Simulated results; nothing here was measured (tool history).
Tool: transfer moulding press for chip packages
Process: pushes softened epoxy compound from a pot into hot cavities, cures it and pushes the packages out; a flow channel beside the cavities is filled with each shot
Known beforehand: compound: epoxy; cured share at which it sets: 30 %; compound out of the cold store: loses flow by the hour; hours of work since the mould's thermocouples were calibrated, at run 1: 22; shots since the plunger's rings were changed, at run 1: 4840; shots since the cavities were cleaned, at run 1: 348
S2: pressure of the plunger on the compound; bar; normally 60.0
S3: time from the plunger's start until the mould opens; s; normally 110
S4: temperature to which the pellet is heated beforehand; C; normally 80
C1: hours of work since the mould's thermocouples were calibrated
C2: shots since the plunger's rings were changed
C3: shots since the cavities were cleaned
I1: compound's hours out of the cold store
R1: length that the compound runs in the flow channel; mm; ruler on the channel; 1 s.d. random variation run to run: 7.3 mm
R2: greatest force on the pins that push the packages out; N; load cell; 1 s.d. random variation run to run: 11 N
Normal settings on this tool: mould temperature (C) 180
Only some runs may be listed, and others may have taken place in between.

{"run": 1, "hour": 0.0, "mould temperature (C)": 180, "S2": 60.0, "S3": 110, "S4": 80, "C1": 22, "C2": 4840, "C3": 348, "I1": 43.8, "R1": 740, "R2": 872}
{"run": 2, "hour": 19.2, "mould temperature (C)": 180, "S2": 60.0, "S3": 110, "S4": 80, "C1": 35, "C2": 5050, "C3": 558, "I1": 10.8, "R1": 819, "R2": 1006}
{"run": 3, "hour": 40.9, "mould temperature (C)": 180, "S2": 60.0, "S3": 93, "S4": 80, "C1": 50, "C2": 5287, "C3": 795, "I1": 26.2, "R1": 766, "R2": 1575}
{"hour": 59.6, "done": "cavities cleaned with cleaning compound and waxed"}
{"run": 4, "hour": 59.6, "mould temperature (C)": 177, "S2": 60.0, "S3": 93, "S4": 80, "C1": 61, "C2": 5475, "C3": 0, "I1": 10.3, "R1": 809, "R2": 1002}
{"hour": 69.3, "done": "plunger's sealing rings changed"}
{"run": 5, "hour": 76.3, "mould temperature (C)": 177, "S2": 60.0, "S3": 93, "S4": 80, "C1": 71, "C2": 77, "C3": 155, "I1": 10.0, "R1": 922, "R2": 1451}
{"run": 6, "hour": 93.3, "mould temperature (C)": 177, "S2": 60.0, "S3": 93, "S4": 80, "C1": 83, "C2": 263, "C3": 341, "I1": 34.0, "R1": 847, "R2": 1721}
{"run": 7, "hour": 117.3, "mould temperature (C)": 180, "S2": 60.0, "S3": 110, "S4": 80, "C1": 99, "C2": 525, "C3": 603, "I1": 42.3, "R1": 815, "R2": 1032}
{"run": 8, "hour": 135.1, "mould temperature (C)": 180, "S2": 60.0, "S3": 110, "S4": 80, "C1": 111, "C2": 720, "C3": 798, "I1": 24.7, "R1": 878, "R2": 1085}
{"run": 9, "hour": 149.9, "mould temperature (C)": 180, "S2": 60.0, "S3": 110, "S4": 80, "C1": 121, "C2": 882, "C3": 960, "I1": 9.6, "R1": 891, "R2": 1166}
{"hour": 153.8, "done": "cavities cleaned with cleaning compound and waxed"}
{"run": 10, "hour": 162.3, "mould temperature (C)": 180, "S2": 60.0, "S3": 110, "S4": 80, "C1": 129, "C2": 1000, "C3": 93, "I1": 19.3, "R1": 870, "R2": 657}
{"run": 11, "hour": 180.5, "mould temperature (C)": 180, "S2": 65.1, "S3": 110, "S4": 80, "C1": 141, "C2": 1200, "C3": 293, "I1": 32.4, "R1": 877, "R2": 845}
{"run": 12, "hour": 196.9, "mould temperature (C)": 180, "S2": 65.1, "S3": 110, "S4": 88, "C1": 152, "C2": 1378, "C3": 471, "I1": 30.8, "R1": 880, "R2": 1000}
{"run": 13, "hour": 209.9, "mould temperature (C)": 180, "S2": 65.1, "S3": 110, "S4": 88, "C1": 161, "C2": 1521, "C3": 614, "I1": 19.6, "R1": 894, "R2": 1028}
{"run": 14, "hour": 222.3, "mould temperature (C)": 180, "S2": 60.0, "S3": 110, "S4": 80, "C1": 169, "C2": 1655, "C3": 748, "I1": 8.3, "R1": 893, "R2": 1117}
{"hour": 244.8, "done": "cavities cleaned with cleaning compound and waxed"}
{"run": 15, "hour": 245.0, "mould temperature (C)": 180, "S2": 60.0, "S3": 110, "S4": 84, "C1": 184, "C2": 1887, "C3": 1, "I1": 25.5, "R1": 846, "R2": 540}
{"run": 16, "hour": 258.9, "mould temperature (C)": 184, "S2": 56.1, "S3": 92, "S4": 80, "C1": 193, "C2": 2039, "C3": 153, "I1": 39.5, "R1": 774, "R2": 841}
{"run": 17, "hour": 277.3, "mould temperature (C)": 180, "S2": 60.0, "S3": 110, "S4": 86, "C1": 206, "C2": 2241, "C3": 355, "I1": 35.5, "R1": 807, "R2": 863}
{"run": 18, "hour": 287.3, "mould temperature (C)": 180, "S2": 60.0, "S3": 104, "S4": 80, "C1": 213, "C2": 2350, "C3": 464, "I1": 22.2, "R1": 844, "R2": 1141}
{"run": 19, "hour": 307.5, "mould temperature (C)": 182, "S2": 52.6, "S3": 109, "S4": 88, "C1": 226, "C2": 2570, "C3": 684, "I1": 46.0, "R1": 734, "R2": 929}
{"run": 20, "hour": 320.1, "mould temperature (C)": 180, "S2": 56.5, "S3": 147, "S4": 82, "C1": 235, "C2": 2708, "C3": 822, "I1": 27.8, "R1": 809, "R2": 812}
{"run": 21, "hour": 330.0, "mould temperature (C)": 173, "S2": 46.3, "S3": 110, "S4": 80, "C1": 242, "C2": 2816, "C3": 930, "I1": 32.6, "R1": 729, "R2": 1980}
{"hour": 337.7, "done": "cavities cleaned with cleaning compound and waxed"}
{"run": 22, "hour": 344.6, "mould temperature (C)": 176, "S2": 65.2, "S3": 110, "S4": 80, "C1": 251, "C2": 2959, "C3": 75, "I1": 35.0, "R1": 837, "R2": 849}
{"run": 23, "hour": 365.6, "mould temperature (C)": 176, "S2": 65.3, "S3": 110, "S4": 84, "C1": 265, "C2": 3189, "C3": 305, "I1": 20.2, "R1": 892, "R2": 1199}
{"run": 24, "hour": 386.5, "mould temperature (C)": 176, "S2": 65.3, "S3": 110, "S4": 84, "C1": 279, "C2": 3417, "C3": 533, "I1": 43.3, "R1": 839, "R2": 1380}
{"run": 25, "hour": 405.8, "mould temperature (C)": 176, "S2": 65.3, "S3": 110, "S4": 84, "C1": 292, "C2": 3628, "C3": 744, "I1": 47.4, "R1": 813, "R2": 1383}
{"hour": 429.7, "done": "cavities cleaned with cleaning compound and waxed"}
{"run": 26, "hour": 429.7, "mould temperature (C)": 180, "S2": 57.6, "S3": 110, "S4": 86, "C1": 308, "C2": 3872, "C3": 0, "I1": 8.6, "R1": 837, "R2": 522}
{"hour": 438.0, "done": "mould's thermocouples calibrated"}
{"run": 27, "hour": 445.1, "mould temperature (C)": 173, "S2": 57.6, "S3": 131, "S4": 86, "C1": 5, "C2": 4019, "C3": 147, "I1": 27.2, "R1": 800, "R2": 849}
{"run": 28, "hour": 468.7, "mould temperature (C)": 180, "S2": 45.9, "S3": 110, "S4": 86, "C1": 21, "C2": 4277, "C3": 405, "I1": 37.1, "R1": 681, "R2": 928}

Alternative continuations, all from the tool just after run 28; predict every row:
{"run": "A", "hour": 480.6, "mould temperature (C)": 180, "S2": 60.0, "S3": 140, "S4": 80, "C1": 29, "C2": 4407, "C3": 535, "I1": 10.5, "R1": "?", "R2": "?"}
{"run": "B", "hour": 480.6, "mould temperature (C)": 187, "S2": 60.0, "S3": 123, "S4": 80, "C1": 29, "C2": 4407, "C3": 535, "I1": 23.1, "R1": "?", "R2": "?"}
{"run": "C", "hour": 480.6, "mould temperature (C)": 180, "S2": 52.2, "S3": 148, "S4": 88, "C1": 29, "C2": 4407, "C3": 535, "I1": 38.4, "R1": "?", "R2": "?"}

run=A R1=846 R2=807
run=B R1=782 R2=720
run=C R1=711 R2=790
With the hidden condition removed and each run's random variation left untouched, the same runs would have given:
run=A R1=927 R2=403
run=B R1=858 R2=354
run=C R1=780 R2=390
